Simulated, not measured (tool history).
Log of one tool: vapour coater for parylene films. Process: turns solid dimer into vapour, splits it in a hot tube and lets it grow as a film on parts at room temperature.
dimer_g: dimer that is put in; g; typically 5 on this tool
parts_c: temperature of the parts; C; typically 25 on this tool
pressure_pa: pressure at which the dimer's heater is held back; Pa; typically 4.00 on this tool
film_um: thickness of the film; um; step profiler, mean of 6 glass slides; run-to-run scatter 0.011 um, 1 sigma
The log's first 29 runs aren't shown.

run,hour,dimer_g,parts_c,pressure_pa,hours of work since the trap's valve was overhauled,hours of work since the table's thermometer was calibrated,film_um
30,685.3,4,36,2.13,340,600,1.85
31,701.8,4,36,2.13,348,608,1.86
32,726.2,4,36,2.13,359,619,1.87
33,759.1,5,36,7.98,374,634,1.75
34,774.1,5,27,4.00,381,641,2.68
35,807.3,6,27,2.99,397,656,3.41
36,835.2,6,27,2.42,410,669,3.55
37,855.6,6,35,3.37,419,679,2.63
38,874.4,5,26,4.36,428,687,2.70
39,907.0,5,26,4.36,443,702,2.70
40,930.1,5,26,4.36,453,713,2.68
41,955.7,8,17,4.00,465,725,5.69
42,986.0,7,21,2.79,479,739,4.80
43,1019.5,5,24,10.91,495,754,2.32
44,1037.0,5,25,4.00,503,762,2.82
45,1066.4,5,20,2.54,516,776,3.60
46,1092.0,5,22,8.32,528,788,2.64
47,1122.3,5,20,8.32,542,802,2.80
48,1149.4,5,20,8.32,555,814,2.79

Below are 3 alternative next runs, each starting from the tool's condition after run 48. Predict each:
A,1172.5,5,23,7.46,565,825,?
B,1172.5,3,20,8.32,565,825,?
C,1172.5,2,20,8.32,565,825,?

run,film_um
A,2.63
B,1.66
C,1.11
Had the tool no hidden state, the same runs would have come out as:
run,film_um
A,2.63
B,1.66
C,1.11

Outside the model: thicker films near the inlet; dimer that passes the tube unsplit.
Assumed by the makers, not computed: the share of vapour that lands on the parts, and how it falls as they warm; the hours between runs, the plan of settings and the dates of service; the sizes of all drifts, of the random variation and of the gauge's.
